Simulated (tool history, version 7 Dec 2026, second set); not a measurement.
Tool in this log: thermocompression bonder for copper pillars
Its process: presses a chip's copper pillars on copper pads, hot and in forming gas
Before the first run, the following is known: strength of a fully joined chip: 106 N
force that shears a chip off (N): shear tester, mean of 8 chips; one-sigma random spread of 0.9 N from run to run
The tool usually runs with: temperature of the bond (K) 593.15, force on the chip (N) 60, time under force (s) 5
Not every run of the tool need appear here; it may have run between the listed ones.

run   hour  temperature of the bond (K)  force on the chip (N)  time under force (s)  force that shears a chip off (N)
  1      0                       593.15                     60                     5                              72.8
       7.1  -- forming gas filter changed
  2   13.5                       593.15                     60                     5                              72.4
  3   33.8                       593.15                     60                     5                              74.6
  4   52.3                       593.15                     60                     5                              73.8
  5   72.5                       593.15                     60                     5                              73.5
  6   86.4                       593.15                     60                     5                              72.9
  7     98                       593.15                     60                     5                              72.7
  8  120.1                       593.15                     60                     5                              75.3
  9  140.9                       598.15                     60                     5                              76.5
 10  160.3                       598.15                     60                     5                              78.1
 11  170.6                       593.15                     37                     5                              54.8
 12  192.4                       593.15                     60                     6                                80
 13    215                       593.15                     46                     5                              65.6
 14  226.5                       593.15                     46                     5                              64.5
       236  -- forming gas filter changed
 15  251.1                       593.15                     46                     5                              64.7
 16  266.4                       619.15                     60                     5                              88.7
 17  283.5                       584.15                     58                     3                                57
 18  304.2                       593.15                     42                     9                              72.8

Branching from run 18: 5 alternative next runs. What would each branch give?
  A  325.2                       593.15                     47                     5                                 ?
  B  325.2                       616.15                     81                     5                                 ?
  C  325.2                       622.15                     60                     4                                 ?
  D  325.2                       622.15                     42                     3                                 ?
  E  325.2                       593.15                     60                     5                                 ?

run  force that shears a chip off (N)
  A                              64.2
  B                              96.5
  C                              89.6
  D                              69.6
  E                              74.6
The same runs, with their run-to-run variation unchanged, on a tool lacking any hidden condition would have given:
run  force that shears a chip off (N)
  A                              64.3
  B                              96.6
  C                              89.7
  D                              69.8
  E                              74.7
